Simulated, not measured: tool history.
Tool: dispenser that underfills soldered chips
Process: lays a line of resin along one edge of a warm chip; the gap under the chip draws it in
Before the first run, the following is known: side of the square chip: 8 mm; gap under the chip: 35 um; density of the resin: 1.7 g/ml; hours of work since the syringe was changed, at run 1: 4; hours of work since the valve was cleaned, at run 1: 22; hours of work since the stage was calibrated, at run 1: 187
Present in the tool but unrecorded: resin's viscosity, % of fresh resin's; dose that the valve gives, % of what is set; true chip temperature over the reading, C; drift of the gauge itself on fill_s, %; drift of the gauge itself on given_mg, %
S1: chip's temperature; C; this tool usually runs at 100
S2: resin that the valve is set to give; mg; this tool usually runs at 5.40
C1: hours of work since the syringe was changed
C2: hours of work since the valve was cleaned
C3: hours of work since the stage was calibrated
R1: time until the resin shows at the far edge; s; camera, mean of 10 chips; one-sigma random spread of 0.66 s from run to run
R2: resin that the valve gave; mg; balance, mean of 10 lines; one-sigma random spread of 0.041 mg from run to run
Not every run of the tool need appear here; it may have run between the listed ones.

run,hour,S1,S2,C1,C2,C3,R1,R2
1,0.0,100,5.40,4,22,187,80.9,5.24
2,8.0,100,5.75,9,27,193,122.4,5.61
# hour 10.2: new syringe of resin
3,24.4,96,5.40,9,37,203,142.3,5.16
# hour 26.0: new syringe of resin
4,37.2,100,5.40,7,46,211,105.0,5.22
# hour 42.6: new syringe of resin
5,52.9,100,5.40,7,56,221,100.1,5.17
# hour 59.0: new syringe of resin
6,62.2,100,5.40,2,62,227,69.7,5.21
7,69.9,108,4.87,7,67,232,82.4,4.63
# hour 75.8: new syringe of resin
8,82.7,87,6.17,4,75,241,129.4,5.88
# hour 91.6: new syringe of resin
9,97.7,113,5.40,4,84,250,51.4,5.05
# hour 108.0: new syringe of resin
10,111.4,108,5.88,2,93,259,50.0,5.44
# hour 124.0: new syringe of resin
11,125.8,93,6.05,1,103,268,79.1,5.63
12,137.6,94,6.19,9,110,276,145.3,5.72

Each row is a separate what-if for the run after 12, all from the same tool condition, not one after another. Results?
# hour 140.7: new syringe of resin
A,145.6,105,6.19,3,115,281,?,?
# hour 140.7: new syringe of resin
B,145.6,112,6.19,3,115,281,?,?
# hour 140.7: new syringe of resin
C,145.6,100,4.99,3,115,281,?,?

run,R1,R2
A,62.4,5.68
B,47.7,5.71
C,77.8,4.56
With no hidden state in the tool, these same runs would have given:
run,R1,R2
A,49.7,6.15
B,37.7,6.18
C,61.0,4.93

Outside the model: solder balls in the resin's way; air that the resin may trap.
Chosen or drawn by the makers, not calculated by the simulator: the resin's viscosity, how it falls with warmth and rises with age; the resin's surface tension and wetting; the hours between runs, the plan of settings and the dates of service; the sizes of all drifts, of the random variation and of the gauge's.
